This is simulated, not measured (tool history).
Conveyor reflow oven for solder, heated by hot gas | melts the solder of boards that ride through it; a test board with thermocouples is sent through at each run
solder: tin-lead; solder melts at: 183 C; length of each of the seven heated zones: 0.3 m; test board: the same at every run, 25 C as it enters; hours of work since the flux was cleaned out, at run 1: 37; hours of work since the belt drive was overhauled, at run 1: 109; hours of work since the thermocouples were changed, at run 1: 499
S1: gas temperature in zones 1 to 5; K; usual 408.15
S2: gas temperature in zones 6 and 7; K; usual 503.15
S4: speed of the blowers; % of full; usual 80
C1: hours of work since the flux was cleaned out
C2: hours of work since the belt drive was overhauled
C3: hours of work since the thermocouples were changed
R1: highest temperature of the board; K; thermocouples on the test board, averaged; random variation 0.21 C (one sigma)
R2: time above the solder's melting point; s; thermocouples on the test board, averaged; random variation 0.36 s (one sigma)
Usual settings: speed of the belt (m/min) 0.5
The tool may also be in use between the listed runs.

{"run": 1, "hour": 0.0, "S1": 408.15, "S2": 503.15, "speed of the belt (m/min)": 0.5, "S4": 80, "C1": 37, "C2": 109, "C3": 499, "R1": 487.35, "R2": 51.1}
{"run": 2, "hour": 4.9, "S1": 408.15, "S2": 503.15, "speed of the belt (m/min)": 0.582, "S4": 80, "C1": 41, "C2": 113, "C3": 503, "R1": 482.05, "R2": 37.7}
{"run": 3, "hour": 10.9, "S1": 408.15, "S2": 503.15, "speed of the belt (m/min)": 0.582, "S4": 80, "C1": 45, "C2": 118, "C3": 507, "R1": 481.95, "R2": 38.4}
{"run": 4, "hour": 15.3, "S1": 408.15, "S2": 503.15, "speed of the belt (m/min)": 0.582, "S4": 80, "C1": 49, "C2": 121, "C3": 511, "R1": 482.05, "R2": 37.7}
{"run": 5, "hour": 20.5, "S1": 408.15, "S2": 503.15, "speed of the belt (m/min)": 0.582, "S4": 80, "C1": 53, "C2": 125, "C3": 515, "R1": 482.05, "R2": 39}
{"run": 6, "hour": 30.3, "S1": 408.15, "S2": 503.15, "speed of the belt (m/min)": 0.582, "S4": 80, "C1": 61, "C2": 133, "C3": 522, "R1": 482.25, "R2": 38.4}
{"run": 7, "hour": 38.9, "S1": 398.15, "S2": 503.15, "speed of the belt (m/min)": 0.5, "S4": 80, "C1": 67, "C2": 139, "C3": 529, "R1": 485.45, "R2": 46.4}
{"run": 8, "hour": 44.5, "S1": 398.15, "S2": 503.15, "speed of the belt (m/min)": 0.409, "S4": 80, "C1": 72, "C2": 144, "C3": 533, "R1": 492.25, "R2": 64.2}
{"run": 9, "hour": 51.8, "S1": 398.15, "S2": 503.15, "speed of the belt (m/min)": 0.409, "S4": 80, "C1": 77, "C2": 149, "C3": 539, "R1": 492.15, "R2": 64.2}
{"run": 10, "hour": 57.3, "S1": 398.15, "S2": 503.15, "speed of the belt (m/min)": 0.409, "S4": 80, "C1": 81, "C2": 154, "C3": 543, "R1": 491.85, "R2": 64}
{"hour": 61.7, "done": "thermocouples of zones 6 and 7 changed"}
{"run": 11, "hour": 66.4, "S1": 398.15, "S2": 503.15, "speed of the belt (m/min)": 0.409, "S4": 80, "C1": 87, "C2": 159, "C3": 4, "R1": 490.65, "R2": 63}
{"run": 12, "hour": 71.5, "S1": 408.15, "S2": 503.15, "speed of the belt (m/min)": 0.5, "S4": 80, "C1": 91, "C2": 163, "C3": 8, "R1": 485.95, "R2": 48.7}
{"run": 13, "hour": 76.9, "S1": 408.15, "S2": 503.15, "speed of the belt (m/min)": 0.5, "S4": 80, "C1": 95, "C2": 167, "C3": 12, "R1": 485.55, "R2": 49.3}
{"run": 14, "hour": 85.0, "S1": 408.15, "S2": 503.15, "speed of the belt (m/min)": 0.5, "S4": 80, "C1": 101, "C2": 174, "C3": 18, "R1": 485.75, "R2": 49.2}
{"run": 15, "hour": 89.7, "S1": 408.15, "S2": 503.15, "speed of the belt (m/min)": 0.5, "S4": 80, "C1": 105, "C2": 177, "C3": 22, "R1": 485.55, "R2": 49.3}
{"run": 16, "hour": 98.7, "S1": 408.15, "S2": 512.15, "speed of the belt (m/min)": 0.5, "S4": 80, "C1": 112, "C2": 184, "C3": 29, "R1": 493.15, "R2": 54.8}
{"run": 17, "hour": 103.6, "S1": 408.15, "S2": 512.15, "speed of the belt (m/min)": 0.5, "S4": 80, "C1": 116, "C2": 188, "C3": 32, "R1": 492.95, "R2": 54.9}
{"run": 18, "hour": 108.0, "S1": 422.15, "S2": 506.15, "speed of the belt (m/min)": 0.45, "S4": 52, "C1": 119, "C2": 192, "C3": 36, "R1": 487.75, "R2": 61}
{"run": 19, "hour": 116.7, "S1": 416.15, "S2": 506.15, "speed of the belt (m/min)": 0.45, "S4": 68, "C1": 126, "C2": 198, "C3": 43, "R1": 490.45, "R2": 61.7}
{"run": 20, "hour": 125.3, "S1": 416.15, "S2": 506.15, "speed of the belt (m/min)": 0.45, "S4": 68, "C1": 133, "C2": 205, "C3": 49, "R1": 490.55, "R2": 62.1}
{"run": 21, "hour": 133.4, "S1": 401.15, "S2": 496.15, "speed of the belt (m/min)": 0.551, "S4": 66, "C1": 139, "C2": 211, "C3": 56, "R1": 470.85, "R2": 26.1}
{"run": 22, "hour": 138.4, "S1": 416.15, "S2": 496.15, "speed of the belt (m/min)": 0.548, "S4": 66, "C1": 143, "C2": 215, "C3": 59, "R1": 475.75, "R2": 36.6}
{"run": 23, "hour": 143.6, "S1": 416.15, "S2": 496.15, "speed of the belt (m/min)": 0.548, "S4": 66, "C1": 147, "C2": 219, "C3": 63, "R1": 474.95, "R2": 36.3}
{"run": 24, "hour": 149.5, "S1": 411.15, "S2": 495.15, "speed of the belt (m/min)": 0.588, "S4": 50, "C1": 151, "C2": 224, "C3": 68, "R1": 464.95, "R2": 17.4}
{"run": 25, "hour": 155.3, "S1": 404.15, "S2": 503.15, "speed of the belt (m/min)": 0.422, "S4": 57, "C1": 156, "C2": 228, "C3": 73, "R1": 484.85, "R2": 55.5}
{"run": 26, "hour": 161.1, "S1": 404.15, "S2": 503.15, "speed of the belt (m/min)": 0.422, "S4": 57, "C1": 160, "C2": 233, "C3": 77, "R1": 484.85, "R2": 56}
{"hour": 176.0, "done": "flux residue cleaned out of gas plates and filters"}
{"run": 27, "hour": 176.0, "S1": 397.15, "S2": 517.15, "speed of the belt (m/min)": 0.451, "S4": 57, "C1": 0, "C2": 240, "C3": 85, "R1": 494.25, "R2": 57.8}
{"run": 28, "hour": 182.5, "S1": 408.15, "S2": 497.15, "speed of the belt (m/min)": 0.451, "S4": 57, "C1": 5, "C2": 245, "C3": 90, "R1": 479.55, "R2": 47.5}
{"run": 29, "hour": 189.9, "S1": 408.15, "S2": 497.15, "speed of the belt (m/min)": 0.451, "S4": 57, "C1": 11, "C2": 251, "C3": 95, "R1": 479.25, "R2": 47.3}
{"run": 30, "hour": 196.9, "S1": 408.15, "S2": 497.15, "speed of the belt (m/min)": 0.451, "S4": 57, "C1": 16, "C2": 257, "C3": 101, "R1": 479.25, "R2": 46.8}
{"run": 31, "hour": 203.7, "S1": 408.15, "S2": 497.15, "speed of the belt (m/min)": 0.546, "S4": 87, "C1": 21, "C2": 262, "C3": 106, "R1": 480.65, "R2": 40.3}
{"run": 32, "hour": 213.1, "S1": 408.15, "S2": 497.15, "speed of the belt (m/min)": 0.546, "S4": 87, "C1": 29, "C2": 269, "C3": 113, "R1": 480.15, "R2": 40}

Forecast each of these 3 alternatives for the next run:
{"run": "A", "hour": 220.2, "S1": 405.15, "S2": 503.15, "speed of the belt (m/min)": 0.444, "S4": 66, "C1": 34, "C2": 275, "C3": 119, "R1": "?", "R2": "?"}
{"run": "B", "hour": 220.2, "S1": 417.15, "S2": 497.15, "speed of the belt (m/min)": 0.416, "S4": 87, "C1": 34, "C2": 275, "C3": 119, "R1": "?", "R2": "?"}
{"run": "C", "hour": 220.2, "S1": 417.15, "S2": 503.15, "speed of the belt (m/min)": 0.566, "S4": 67, "C1": 34, "C2": 275, "C3": 119, "R1": "?", "R2": "?"}

run=A R1=486.55 R2=55.3
run=B R1=489.15 R2=67.7
run=C R1=480.95 R2=41.9
Without the tool's hidden state the same runs would have given:
run=A R1=486.05 R2=54.7
run=B R1=488.65 R2=67.1
run=C R1=480.65 R2=41.4
